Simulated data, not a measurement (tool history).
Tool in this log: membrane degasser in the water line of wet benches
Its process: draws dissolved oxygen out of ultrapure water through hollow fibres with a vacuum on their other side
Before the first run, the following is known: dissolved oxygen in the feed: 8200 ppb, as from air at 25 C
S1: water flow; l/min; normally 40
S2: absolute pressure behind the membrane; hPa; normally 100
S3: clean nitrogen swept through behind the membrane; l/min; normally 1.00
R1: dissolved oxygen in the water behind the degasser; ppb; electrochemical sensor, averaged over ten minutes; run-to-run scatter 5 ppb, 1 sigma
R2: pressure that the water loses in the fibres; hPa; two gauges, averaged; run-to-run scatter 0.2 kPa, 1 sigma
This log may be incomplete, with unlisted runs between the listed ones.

| run | hour | S1 | S2 | S3 | R1 | R2 |
|---|---|---|---|---|---|---|
| 1 | 0.0 | 40 | 100 | 1.00 | 756.2 | 445.3 |
| 2 | 44.7 | 48 | 100 | 1.00 | 899.3 | 535.7 |
| 3 | 125.6 | 40 | 100 | 1.00 | 750.3 | 447.4 |
| 4 | 177.2 | 40 | 100 | 1.00 | 746.4 | 445.1 |
| 5 | 231.5 | 40 | 100 | 1.00 | 755.7 | 446.3 |
| 6 | 323.0 | 40 | 100 | 1.00 | 752.1 | 445.7 |
| 7 | 394.3 | 40 | 100 | 1.00 | 762.6 | 447.9 |
| 8 | 495.3 | 37 | 100 | 1.00 | 688.3 | 415.9 |
| 9 | 556.9 | 37 | 100 | 1.00 | 709.3 | 415.0 |
| 10 | 644.7 | 37 | 100 | 1.00 | 688.1 | 414.2 |
| 11 | 689.7 | 43 | 134 | 0.45 | 1581.6 | 479.2 |
| 12 | 734.3 | 31 | 69 | 0.87 | 421.5 | 348.3 |
| 13 | 777.8 | 40 | 243 | 1.00 | 1640.2 | 450.2 |
| 14 | 846.9 | 40 | 243 | 1.00 | 1649.8 | 455.1 |
| 15 | 939.3 | 40 | 243 | 1.00 | 1651.5 | 446.9 |
| 16 | 988.1 | 40 | 110 | 2.41 | 542.3 | 450.0 |
| 17 | 1067.6 | 37 | 124 | 0.41 | 1378.4 | 413.7 |
| 18 | 1139.0 | 39 | 239 | 1.12 | 1484.1 | 435.4 |
| 19 | 1202.7 | 40 | 95 | 1.00 | 729.3 | 451.8 |

Branching from run 19: 3 alternative next runs. What would each branch give?
| A | 1297.5 | 38 | 94 | 0.49 | ? | ? |
| B | 1297.5 | 62 | 174 | 0.43 | ? | ? |
| C | 1297.5 | 49 | 105 | 0.67 | ? | ? |

| run | R1 | R2 |
|---|---|---|
| A | 973.9 | 427.6 |
| B | 2554.9 | 695.4 |
| C | 1156.2 | 549.2 |
Without the tool's hidden state the same runs would have given:
| run | R1 | R2 |
|---|---|---|
| A | 958.1 | 421.5 |
| B | 2541.2 | 685.5 |
| C | 1137.3 | 541.4 |
